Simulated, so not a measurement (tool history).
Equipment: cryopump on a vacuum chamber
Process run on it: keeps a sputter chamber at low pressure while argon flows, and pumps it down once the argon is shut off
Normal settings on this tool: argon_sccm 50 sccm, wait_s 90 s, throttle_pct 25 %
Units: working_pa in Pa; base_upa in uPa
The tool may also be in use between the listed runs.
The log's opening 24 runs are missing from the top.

Run 25, hour 370.9: usual settings but wait_s 268 s, throttle_pct 27 %. Result: working_pa 0.1788 Pa, base_upa 0.9 uPa.
Run 26, hour 384.3: usual settings but wait_s 268 s, throttle_pct 49 %. Result: working_pa 0.1042 Pa, base_upa 0.89 uPa.
Run 27, hour 402.3: usual settings but argon_sccm 100 sccm, wait_s 194 s, throttle_pct 24 %. Result: working_pa 0.4048 Pa, base_upa 0.98 uPa.
Run 28, hour 420.9: usual settings but argon_sccm 72 sccm, wait_s 53 s, throttle_pct 20 %. Result: working_pa 0.3497 Pa, base_upa 1.57 uPa.
Run 29, hour 431.4: usual settings but wait_s 204 s. Result: working_pa 0.1939 Pa, base_upa 0.99 uPa.
Run 30, hour 446.7: usual settings but argon_sccm 22 sccm, wait_s 154 s, throttle_pct 19 %. Result: working_pa 0.1113 Pa, base_upa 1.04 uPa.
Run 31, hour 456.3: usual settings but argon_sccm 22 sccm, wait_s 154 s, throttle_pct 19 %. Result: working_pa 0.1103 Pa, base_upa 1.06 uPa.
Run 32, hour 471.8: usual settings but argon_sccm 20 sccm, wait_s 41 s, throttle_pct 19 %. Result: working_pa 0.1019 Pa, base_upa 1.8 uPa.
At hour 491.5: pump warmed up, emptied and cooled again.
Run 33, hour 495.3: usual settings but argon_sccm 33 sccm. Result: working_pa 0.1206 Pa, base_upa 1.08 uPa.
Run 34, hour 513.5: usual settings but argon_sccm 27 sccm, wait_s 174 s, throttle_pct 47 %. Result: working_pa 0.0529 Pa, base_upa 0.87 uPa.
Run 35, hour 533.7: usual settings but argon_sccm 47 sccm, wait_s 259 s, throttle_pct 47 %. Result: working_pa 0.0933 Pa, base_upa 0.85 uPa.

What if the next run were any one of these 3? Each begins from the tool's condition after run 35:
Run A, hour 552.3: usual settings but argon_sccm 47 sccm, wait_s 259 s, throttle_pct 28 %. Result: working_pa ?, base_upa ?.
Run B, hour 552.3: usual settings but wait_s 128 s, throttle_pct 28 %. Result: working_pa ?, base_upa ?.
Run C, hour 552.3: usual settings but argon_sccm 28 sccm, wait_s 259 s, throttle_pct 22 %. Result: working_pa ?, base_upa ?.

run  working_pa  base_upa
  A      0.1547      0.86
  B      0.1661      0.99
  C      0.1185      0.85
With the hidden condition removed and each run's random variation left untouched, the same runs would have given:
run  working_pa  base_upa
  A      0.1537      0.33
  B       0.165      0.47
  C      0.1179      0.33
